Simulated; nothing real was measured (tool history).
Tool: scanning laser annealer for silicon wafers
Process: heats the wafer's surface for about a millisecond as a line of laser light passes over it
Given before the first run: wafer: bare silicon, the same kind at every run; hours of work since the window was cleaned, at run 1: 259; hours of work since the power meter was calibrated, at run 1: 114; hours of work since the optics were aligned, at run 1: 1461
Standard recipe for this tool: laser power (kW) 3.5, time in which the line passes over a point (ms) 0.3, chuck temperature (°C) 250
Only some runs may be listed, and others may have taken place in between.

run   hour  laser power (kW)  time in which the line passes over a point (ms)  chuck temperature (°C)  hours of work since the window was cleaned  hours of work since the power meter was calibrated  hours of work since the optics were aligned  highest temperature of the surface (°C)
  1      0               3.5                                              0.3                     250                                         259                                                 114                                         1461                                     1000
  2   22.8             3.294                                              0.3                     250                                         275                                                 129                                         1477                                      942
  3   66.4             3.294                                              0.3                     250                                         305                                                 159                                         1506                                      944
  4  104.7             3.294                                              0.3                     250                                         331                                                 185                                         1532                                      943
     133.3  -- window over the wafer cleaned
  5  161.7             3.294                                              0.3                     250                                          19                                                 222                                         1570                                      946
  6  183.9               3.5                                            0.287                     250                                          34                                                 237                                         1585                                      983
  7  234.9               3.5                                            0.287                     250                                          69                                                 272                                         1619                                      979
  8  288.1               3.5                                              0.3                     263                                         105                                                 308                                         1655                                     1014
  9  338.6               3.5                                              0.3                     250                                         139                                                 342                                         1690                                     1003
 10  391.7               3.5                                              0.3                     289                                         175                                                 379                                         1726                                     1041
 11  438.1               3.5                                              0.3                     289                                         207                                                 410                                         1757                                     1037
     479.7  -- optics aligned, line set to its width
 12  479.7               3.5                                              0.3                     289                                         232                                                 435                                            0                                     1039
 13  517.2             3.388                                              0.3                     289                                         257                                                 460                                           25                                     1008
 14  560.7             3.672                                            0.275                     250                                         287                                                 490                                           55                                     1009
 15  593.3             3.188                                            0.307                     243                                         309                                                 512                                           77                                      917
 16  622.3             3.188                                            0.307                     243                                         329                                                 532                                           97                                      918
     651.8  -- window over the wafer cleaned
 17  656.8             3.705                                            0.301                     248                                           3                                                 554                                          119                                     1056
 18  699.4             3.705                                            0.294                     219                                          32                                                 583                                          148                                     1018
 19  739.2             3.705                                            0.294                     219                                          59                                                 610                                          175                                     1019
 20  788.5             3.749                                            0.231                     251                                          93                                                 643                                          208                                      954
 21    816             3.056                                             0.37                     250                                         111                                                 662                                          227                                      961
 22  855.6             3.056                                            0.248                     280                                         138                                                 689                                          254                                      845

Here are 3 independent what-if runs from the current tool condition. What would each one return?
  A  907.8             2.996                                            0.279                     232                                         174                                                 724                                          289                                        ?
  B  907.8             3.024                                            0.326                     247                                         174                                                 724                                          289                                        ?
  C  907.8               3.5                                              0.3                     274                                         174                                                 724                                          289                                        ?

run  highest temperature of the surface (°C)
  A                                      824
  B                                      900
  C                                     1026
What these runs would have given with no unlogged condition in the tool:
run  highest temperature of the surface (°C)
  A                                      825
  B                                      901
  C                                     1027
